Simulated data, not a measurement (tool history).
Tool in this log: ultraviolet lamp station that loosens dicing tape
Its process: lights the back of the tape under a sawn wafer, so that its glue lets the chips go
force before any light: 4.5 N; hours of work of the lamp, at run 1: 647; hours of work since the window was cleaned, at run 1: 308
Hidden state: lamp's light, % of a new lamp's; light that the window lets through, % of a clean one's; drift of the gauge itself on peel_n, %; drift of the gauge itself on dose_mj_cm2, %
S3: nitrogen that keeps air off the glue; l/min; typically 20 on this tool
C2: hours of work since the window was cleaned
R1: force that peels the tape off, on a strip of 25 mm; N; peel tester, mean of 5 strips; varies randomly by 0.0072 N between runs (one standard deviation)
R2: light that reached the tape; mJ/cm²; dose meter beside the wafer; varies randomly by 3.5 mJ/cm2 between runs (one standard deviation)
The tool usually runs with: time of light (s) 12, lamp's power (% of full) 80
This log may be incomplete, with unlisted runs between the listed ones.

run 1 hour=0.0 | time_of_light_(s)=12 lamp's_power_(%_of_full)=80 S3=20 | hours_of_work_of_the_lamp=647 C2=308 | R1=0.445 R2=461
run 2 hour=27.2 | time_of_light_(s)=12 lamp's_power_(%_of_full)=61 S3=20 | hours_of_work_of_the_lamp=660 C2=321 | R1=0.761 R2=347
run 3 hour=51.0 | time_of_light_(s)=12 lamp's_power_(%_of_full)=61 S3=20 | hours_of_work_of_the_lamp=671 C2=332 | R1=0.780 R2=347
run 4 hour=75.3 | time_of_light_(s)=12 lamp's_power_(%_of_full)=61 S3=20 | hours_of_work_of_the_lamp=682 C2=344 | R1=0.756 R2=344
run 5 hour=106.0 | time_of_light_(s)=16 lamp's_power_(%_of_full)=61 S3=20 | hours_of_work_of_the_lamp=697 C2=358 | R1=0.462 R2=458
run 6 hour=135.5 | time_of_light_(s)=12 lamp's_power_(%_of_full)=80 S3=20 | hours_of_work_of_the_lamp=711 C2=372 | R1=0.470 R2=444
-- hour=152.5 window cleaned of glue's vapour
run 7 hour=167.3 | time_of_light_(s)=12 lamp's_power_(%_of_full)=80 S3=20 | hours_of_work_of_the_lamp=725 C2=7 | R1=0.403 R2=480
run 8 hour=194.2 | time_of_light_(s)=12 lamp's_power_(%_of_full)=80 S3=20 | hours_of_work_of_the_lamp=738 C2=20 | R1=0.409 R2=476
run 9 hour=223.9 | time_of_light_(s)=9 lamp's_power_(%_of_full)=80 S3=13 | hours_of_work_of_the_lamp=752 C2=34 | R1=0.992 R2=359
run 10 hour=254.9 | time_of_light_(s)=9 lamp's_power_(%_of_full)=80 S3=13 | hours_of_work_of_the_lamp=767 C2=48 | R1=1.006 R2=353
run 11 hour=281.9 | time_of_light_(s)=9 lamp's_power_(%_of_full)=80 S3=13 | hours_of_work_of_the_lamp=779 C2=61 | R1=0.973 R2=353
run 12 hour=315.2 | time_of_light_(s)=8 lamp's_power_(%_of_full)=60 S3=8 | hours_of_work_of_the_lamp=795 C2=77 | R1=1.988 R2=232

Consider 4 possible next runs. They are alternatives, not a sequence: every one starts from the tool as it was left by run 12. What does each give?
run A hour=342.3 | time_of_light_(s)=12 lamp's_power_(%_of_full)=80 S3=37 | hours_of_work_of_the_lamp=808 C2=89 | R1=? R2=?
run B hour=342.3 | time_of_light_(s)=9 lamp's_power_(%_of_full)=68 S3=8 | hours_of_work_of_the_lamp=808 C2=89 | R1=? R2=?
run C hour=342.3 | time_of_light_(s)=12 lamp's_power_(%_of_full)=92 S3=20 | hours_of_work_of_the_lamp=808 C2=89 | R1=? R2=?
run D hour=342.3 | time_of_light_(s)=13 lamp's_power_(%_of_full)=92 S3=39 | hours_of_work_of_the_lamp=808 C2=89 | R1=? R2=?

run=A R1=0.264 R2=467
run=B R1=1.613 R2=297
run=C R1=0.324 R2=530
run=D R1=0.148 R2=575
Without the tool's unlogged condition, the same runs would have read:
run=A R1=0.149 R2=587
run=B R1=1.245 R2=374
run=C R1=0.184 R2=666
run=D R1=0.089 R2=723

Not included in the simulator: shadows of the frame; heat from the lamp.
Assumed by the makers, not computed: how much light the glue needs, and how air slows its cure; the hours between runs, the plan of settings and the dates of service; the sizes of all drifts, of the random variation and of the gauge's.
